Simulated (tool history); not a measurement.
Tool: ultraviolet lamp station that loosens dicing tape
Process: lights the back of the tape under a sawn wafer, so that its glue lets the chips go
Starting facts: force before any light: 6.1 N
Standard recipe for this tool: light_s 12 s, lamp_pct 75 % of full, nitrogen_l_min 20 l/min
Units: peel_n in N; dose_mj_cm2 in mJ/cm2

Run 1, hour 0: usual settings. Result: peel_n 0.84 N, dose_mj_cm2 352 mJ/cm2.
Run 2, hour 7.9: usual settings but light_s 9 s. Result: peel_n 1.294 N, dose_mj_cm2 267 mJ/cm2.
Run 3, hour 14.2: usual settings but light_s 9 s. Result: peel_n 1.278 N, dose_mj_cm2 268 mJ/cm2.
Run 4, hour 18.2: usual settings but light_s 9 s. Result: peel_n 1.315 N, dose_mj_cm2 264 mJ/cm2.
Run 5, hour 22.6: usual settings but light_s 9 s. Result: peel_n 1.353 N, dose_mj_cm2 261 mJ/cm2.
Run 6, hour 30.1: usual settings. Result: peel_n 0.85 N, dose_mj_cm2 357 mJ/cm2.
Run 7, hour 34.4: usual settings. Result: peel_n 0.85 N, dose_mj_cm2 352 mJ/cm2.
Run 8, hour 40.9: usual settings. Result: peel_n 0.83 N, dose_mj_cm2 347 mJ/cm2.
Run 9, hour 46.3: usual settings. Result: peel_n 0.867 N, dose_mj_cm2 352 mJ/cm2.
Run 10, hour 51: usual settings. Result: peel_n 0.851 N, dose_mj_cm2 350 mJ/cm2.
Run 11, hour 57.5: usual settings but light_s 11 s. Result: peel_n 0.996 N, dose_mj_cm2 321 mJ/cm2.
Run 12, hour 65.2: usual settings but light_s 11 s. Result: peel_n 1.047 N, dose_mj_cm2 322 mJ/cm2.
Run 13, hour 69.9: usual settings but light_s 11 s. Result: peel_n 0.999 N, dose_mj_cm2 315 mJ/cm2.
Run 14, hour 77.5: usual settings but light_s 11 s. Result: peel_n 1.036 N, dose_mj_cm2 315 mJ/cm2.
Run 15, hour 84.1: usual settings but light_s 11 s. Result: peel_n 0.994 N, dose_mj_cm2 320 mJ/cm2.
Run 16, hour 88.9: usual settings but light_s 8 s, lamp_pct 80 % of full. Result: peel_n 1.428 N, dose_mj_cm2 245 mJ/cm2.
Run 17, hour 98.4: usual settings but light_s 8 s, lamp_pct 67 % of full. Result: peel_n 1.764 N, dose_mj_cm2 209 mJ/cm2.
Run 18, hour 104.6: usual settings but light_s 23 s, nitrogen_l_min 13 l/min. Result: peel_n 0.414 N, dose_mj_cm2 661 mJ/cm2.
Run 19, hour 109.3: usual settings but light_s 23 s, nitrogen_l_min 13 l/min. Result: peel_n 0.402 N, dose_mj_cm2 663 mJ/cm2.
Run 20, hour 116.3: usual settings but light_s 23 s, nitrogen_l_min 13 l/min. Result: peel_n 0.427 N, dose_mj_cm2 656 mJ/cm2.
Run 21, hour 120.7: usual settings but light_s 18 s, lamp_pct 99 % of full, nitrogen_l_min 16 l/min. Result: peel_n 0.348 N, dose_mj_cm2 677 mJ/cm2.
Run 22, hour 124.6: usual settings but light_s 18 s, lamp_pct 99 % of full, nitrogen_l_min 16 l/min. Result: peel_n 0.357 N, dose_mj_cm2 674 mJ/cm2.
Run 23, hour 129.9: usual settings but light_s 8 s, lamp_pct 89 % of full, nitrogen_l_min 35 l/min. Result: peel_n 0.977 N, dose_mj_cm2 271 mJ/cm2.
Run 24, hour 134.8: usual settings but light_s 8 s, lamp_pct 62 % of full, nitrogen_l_min 23 l/min. Result: peel_n 1.917 N, dose_mj_cm2 189 mJ/cm2.
Run 25, hour 144.3: usual settings but light_s 14 s, lamp_pct 64 % of full, nitrogen_l_min 22 l/min. Result: peel_n 0.882 N, dose_mj_cm2 338 mJ/cm2.
Run 26, hour 149.2: usual settings but light_s 9 s, lamp_pct 68 % of full, nitrogen_l_min 12 l/min. Result: peel_n 1.978 N, dose_mj_cm2 231 mJ/cm2.
Run 27, hour 154.9: usual settings but light_s 9 s, lamp_pct 68 % of full, nitrogen_l_min 12 l/min. Result: peel_n 2.007 N, dose_mj_cm2 227 mJ/cm2.
Run 28, hour 162.6: usual settings but light_s 11 s, lamp_pct 73 % of full. Result: peel_n 1.097 N, dose_mj_cm2 301 mJ/cm2.

Had the tool no unlogged condition, and each run kept its random variation, what would the results have been?
Hidden state present: lamp's light, % of a new lamp's; light that the window lets through, % of a clean one's; drift of the gauge itself on peel_n, %; drift of the gauge itself on dose_mj_cm2, %.
run  peel_n  dose_mj_cm2
  1   0.785          367
  2   1.216          279
  3   1.197          280
  4    1.23          277
  5   1.263          274
  6   0.781          376
  7   0.779          372
  8   0.758          367
  9   0.789          372
 10   0.773          371
 11   0.904          341
 12   0.947          343
 13   0.901          337
 14   0.931          337
 15    0.89          343
 16   1.295          263
 17   1.613          225
 18   0.372          715
 19    0.36          718
 20   0.382          712
 21   0.317          736
 22   0.325          733
 23   0.851          295
 24   1.733          207
 25   0.758          371
 26   1.783          254
 27   1.806          250
 28   0.943          333
